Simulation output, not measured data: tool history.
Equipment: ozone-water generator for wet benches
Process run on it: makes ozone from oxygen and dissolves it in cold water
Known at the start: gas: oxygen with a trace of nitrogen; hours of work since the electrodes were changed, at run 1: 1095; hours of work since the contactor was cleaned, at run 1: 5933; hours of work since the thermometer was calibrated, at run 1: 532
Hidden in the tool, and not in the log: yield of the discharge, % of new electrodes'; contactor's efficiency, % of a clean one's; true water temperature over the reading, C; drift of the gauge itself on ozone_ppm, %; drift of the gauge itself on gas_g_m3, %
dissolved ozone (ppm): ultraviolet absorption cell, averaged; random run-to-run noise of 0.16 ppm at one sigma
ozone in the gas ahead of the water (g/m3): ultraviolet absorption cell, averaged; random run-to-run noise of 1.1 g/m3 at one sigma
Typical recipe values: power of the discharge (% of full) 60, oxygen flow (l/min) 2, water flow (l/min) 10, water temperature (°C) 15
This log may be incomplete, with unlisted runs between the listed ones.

| run | hour | power of the discharge (% of full) | oxygen flow (l/min) | water flow (l/min) | water temperature (°C) | hours of work since the electrodes were changed | hours of work since the contactor was cleaned | hours of work since the thermometer was calibrated | dissolved ozone (ppm) | ozone in the gas ahead of the water (g/m3) |
|---|---|---|---|---|---|---|---|---|---|---|
| 1 | 0 | 60 | 2 | 10 | 15 | 1095 | 5933 | 532 | 18.1 | 200.5 |
| 2 | 52.3 | 60 | 2 | 10 | 15 | 1134 | 5972 | 570 | 17.7 | 198.1 |
| 3 | 175.1 | 56 | 2 | 10 | 15 | 1224 | 6062 | 661 | 17.2 | 189.8 |
| 4 | 283.8 | 56 | 2 | 10 | 15 | 1304 | 6142 | 741 | 17.1 | 188.9 |
| 5 | 349.1 | 56 | 2 | 10 | 15 | 1352 | 6190 | 789 | 17 | 188.1 |
| 6 | 452.6 | 60 | 2 | 10 | 8 | 1428 | 6266 | 865 | 19.1 | 197.9 |
| 7 | 580.1 | 60 | 2 | 10 | 8 | 1522 | 6360 | 959 | 19.1 | 198.9 |
| 8 | 691.2 | 60 | 2 | 10 | 8 | 1604 | 6442 | 1040 | 19.4 | 197.8 |
| 9 | 817.8 | 60 | 2 | 10 | 15 | 1697 | 6535 | 1133 | 17.7 | 196.3 |
| 10 | 924.4 | 60 | 2 | 10 | 15 | 1775 | 6613 | 1212 | 17.9 | 196.6 |
| 11 | 1003.4 | 60 | 2 | 10 | 15 | 1833 | 6671 | 1270 | 18.1 | 194.4 |
| 12 | 1079.8 | 60 | 3.57 | 10 | 15 | 1890 | 6727 | 1326 | 16.2 | 131.4 |
|  | 1092.1 | contactor cleaned |
| 13 | 1186.8 | 60 | 2 | 10 | 15 | 1965 | 70 | 1402 | 17.3 | 193.7 |
| 14 | 1292.5 | 60 | 2 | 10 | 15 | 2043 | 147 | 1480 | 17.4 | 194.2 |
| 15 | 1368.7 | 60 | 1.47 | 10 | 15 | 2099 | 203 | 1536 | 17.3 | 245.4 |
| 16 | 1444.5 | 60 | 1.47 | 10 | 15 | 2155 | 259 | 1592 | 17.4 | 239.8 |
| 17 | 1516.5 | 60 | 1.47 | 10 | 15 | 2208 | 312 | 1645 | 17.4 | 240.1 |
| 18 | 1611.5 | 60 | 2 | 10 | 17 | 2278 | 382 | 1714 | 16.9 | 194.7 |
| 19 | 1713.5 | 60 | 2 | 10 | 14 | 2353 | 457 | 1789 | 17.3 | 195.4 |
| 20 | 1840.2 | 60 | 2 | 10 | 14 | 2446 | 550 | 1883 | 17.2 | 191.7 |
|  | 1878.3 | contactor cleaned, once more |
| 21 | 1901.5 | 68 | 1.31 | 7 | 8 | 2488 | 17 | 1925 | 30.7 | 282.8 |
| 22 | 1975.5 | 68 | 2.63 | 13 | 17 | 2543 | 72 | 1979 | 15.3 | 174.5 |
| 23 | 2084 | 60 | 2.01 | 10 | 15 | 2622 | 151 | 2059 | 18.6 | 192.7 |
| 24 | 2184.4 | 60 | 2.01 | 10 | 15 | 2696 | 225 | 2133 | 18.3 | 191.5 |
| 25 | 2289.1 | 60 | 2 | 7 | 15 | 2773 | 302 | 2210 | 25.4 | 192.8 |
| 26 | 2346.3 | 66 | 2 | 7 | 15 | 2815 | 344 | 2252 | 26.9 | 206.3 |
| 27 | 2467.6 | 55 | 2 | 10 | 11 | 2905 | 433 | 2341 | 18.1 | 181.6 |
| 28 | 2546.2 | 60 | 2.24 | 10 | 11 | 2963 | 491 | 2399 | 19 | 175.5 |
| 29 | 2603.7 | 56 | 2.11 | 10 | 11 | 3005 | 534 | 2441 | 18.3 | 175.7 |
| 30 | 2724.2 | 60 | 2.29 | 7 | 15 | 3093 | 622 | 2530 | 24.5 | 175.2 |
| 31 | 2798.6 | 49 | 2.29 | 6 | 15 | 3148 | 677 | 2585 | 23.9 | 150.4 |

What does the tool deliver on the next run?
| 32 | 2900.3 | 64 | 1.13 | 16 | 9 | 3223 | 752 | 2659 | ? | ? |

Run 32 gave dissolved ozone (ppm) 11.3, ozone in the gas ahead of the water (g/m3) 296.2.
With no hidden state in the tool, this same run would have given dissolved ozone (ppm) 12.3, ozone in the gas ahead of the water (g/m3) 318.9.
